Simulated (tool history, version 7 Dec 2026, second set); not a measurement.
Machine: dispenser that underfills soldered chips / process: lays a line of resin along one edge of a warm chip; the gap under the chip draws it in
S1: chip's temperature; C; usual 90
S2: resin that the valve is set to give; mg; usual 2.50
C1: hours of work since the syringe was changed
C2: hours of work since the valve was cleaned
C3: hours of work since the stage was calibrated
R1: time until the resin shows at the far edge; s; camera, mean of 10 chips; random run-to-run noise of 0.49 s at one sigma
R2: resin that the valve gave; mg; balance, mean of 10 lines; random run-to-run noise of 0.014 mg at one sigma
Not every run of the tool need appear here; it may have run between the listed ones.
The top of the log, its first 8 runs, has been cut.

run,hour,S1,S2,C1,C2,C3,R1,R2
# hour 55.2: new syringe of resin
9,57.1,75,2.50,1,11,210,76.6,2.48
10,61.9,90,2.72,4,13,213,53.1,2.69
11,66.6,90,2.72,7,16,216,67.8,2.72
# hour 70.6: new syringe of resin
12,71.7,90,2.72,1,19,219,38.3,2.72
13,78.1,90,2.72,5,23,222,55.1,2.72
# hour 86.4: new syringe of resin
14,88.6,90,2.72,1,30,229,39.8,2.68
15,95.3,90,2.50,6,34,233,60.0,2.47
16,99.7,78,2.50,8,36,236,122.0,2.47
# hour 101.7: new syringe of resin
17,104.8,78,2.50,2,39,239,68.9,2.49
18,114.2,78,2.50,8,45,244,115.5,2.48
# hour 117.0: new syringe of resin
19,121.3,99,2.83,3,49,249,31.3,2.80
20,127.8,99,2.83,7,53,253,43.9,2.76
# hour 132.1: new syringe of resin
21,137.1,76,2.44,3,59,258,84.6,2.38

What will run 22 give?
22,142.8,76,2.44,7,63,262,?,?

Run 22 yielded R1 116.4 s, R2 2.40 mg.
Take away the tool's hidden state, keep the run-to-run variation as it was, and the same run would have given R1 69.5 s, R2 2.44 mg.
